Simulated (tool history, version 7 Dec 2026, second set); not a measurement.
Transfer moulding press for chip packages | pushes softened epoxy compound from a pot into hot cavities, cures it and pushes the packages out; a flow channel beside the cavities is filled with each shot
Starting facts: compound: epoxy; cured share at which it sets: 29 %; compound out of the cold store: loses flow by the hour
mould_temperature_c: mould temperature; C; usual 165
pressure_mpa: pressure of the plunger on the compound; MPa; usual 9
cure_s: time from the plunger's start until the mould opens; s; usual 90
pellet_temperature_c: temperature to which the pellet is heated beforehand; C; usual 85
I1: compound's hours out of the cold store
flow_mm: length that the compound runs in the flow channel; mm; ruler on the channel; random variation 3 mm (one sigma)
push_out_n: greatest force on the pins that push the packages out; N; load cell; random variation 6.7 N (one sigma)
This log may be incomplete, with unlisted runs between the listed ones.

run 1 hour=0 | mould_temperature_c=165 pressure_mpa=9 cure_s=90 pellet_temperature_c=85 | I1=12.6 | flow_mm=718 push_out_n=345
run 2 hour=13.8 | mould_temperature_c=165 pressure_mpa=9 cure_s=90 pellet_temperature_c=85 | I1=18.2 | flow_mm=683 push_out_n=367
run 3 hour=22.6 | mould_temperature_c=165 pressure_mpa=9 cure_s=90 pellet_temperature_c=85 | I1=26.7 | flow_mm=647 push_out_n=365
run 4 hour=32.3 | mould_temperature_c=165 pressure_mpa=9 cure_s=97 pellet_temperature_c=85 | I1=40.5 | flow_mm=585 push_out_n=390
-- hour=36.5 cavities cleaned with cleaning compound and waxed
run 5 hour=42.8 | mould_temperature_c=165 pressure_mpa=9 cure_s=97 pellet_temperature_c=85 | I1=8.4 | flow_mm=724 push_out_n=281
run 6 hour=55.5 | mould_temperature_c=165 pressure_mpa=9 cure_s=97 pellet_temperature_c=85 | I1=41 | flow_mm=588 push_out_n=301
run 7 hour=68.5 | mould_temperature_c=165 pressure_mpa=9 cure_s=97 pellet_temperature_c=85 | I1=23.3 | flow_mm=655 push_out_n=334
run 8 hour=78.7 | mould_temperature_c=165 pressure_mpa=9 cure_s=97 pellet_temperature_c=94 | I1=26.3 | flow_mm=643 push_out_n=354
run 9 hour=85.4 | mould_temperature_c=165 pressure_mpa=9 cure_s=97 pellet_temperature_c=94 | I1=20.2 | flow_mm=669 push_out_n=383
-- hour=94.1 cavities cleaned with cleaning compound and waxed
run 10 hour=99.9 | mould_temperature_c=165 pressure_mpa=9 cure_s=97 pellet_temperature_c=94 | I1=40 | flow_mm=586 push_out_n=275
run 11 hour=112.6 | mould_temperature_c=165 pressure_mpa=9 cure_s=97 pellet_temperature_c=94 | I1=13.1 | flow_mm=698 push_out_n=309
run 12 hour=118.4 | mould_temperature_c=165 pressure_mpa=9 cure_s=90 pellet_temperature_c=77 | I1=9.1 | flow_mm=723 push_out_n=352
run 13 hour=124.3 | mould_temperature_c=165 pressure_mpa=7.22 cure_s=90 pellet_temperature_c=85 | I1=33.9 | flow_mm=546 push_out_n=343
run 14 hour=130.1 | mould_temperature_c=165 pressure_mpa=7.22 cure_s=90 pellet_temperature_c=85 | I1=37.4 | flow_mm=532 push_out_n=376
run 15 hour=141.9 | mould_temperature_c=165 pressure_mpa=9 cure_s=90 pellet_temperature_c=85 | I1=25.7 | flow_mm=639 push_out_n=400

Predict the results of run 16:
-- hour=152 cavities cleaned with cleaning compound and waxed
run 16 hour=155.2 | mould_temperature_c=165 pressure_mpa=9 cure_s=90 pellet_temperature_c=85 | I1=8.1 | flow_mm=? push_out_n=?

{"run 16": {"flow_mm": 720, "push_out_n": 292}}
Minus the tool's unlogged condition, the same run would have read flow_mm 776 mm, push_out_n 279 N.

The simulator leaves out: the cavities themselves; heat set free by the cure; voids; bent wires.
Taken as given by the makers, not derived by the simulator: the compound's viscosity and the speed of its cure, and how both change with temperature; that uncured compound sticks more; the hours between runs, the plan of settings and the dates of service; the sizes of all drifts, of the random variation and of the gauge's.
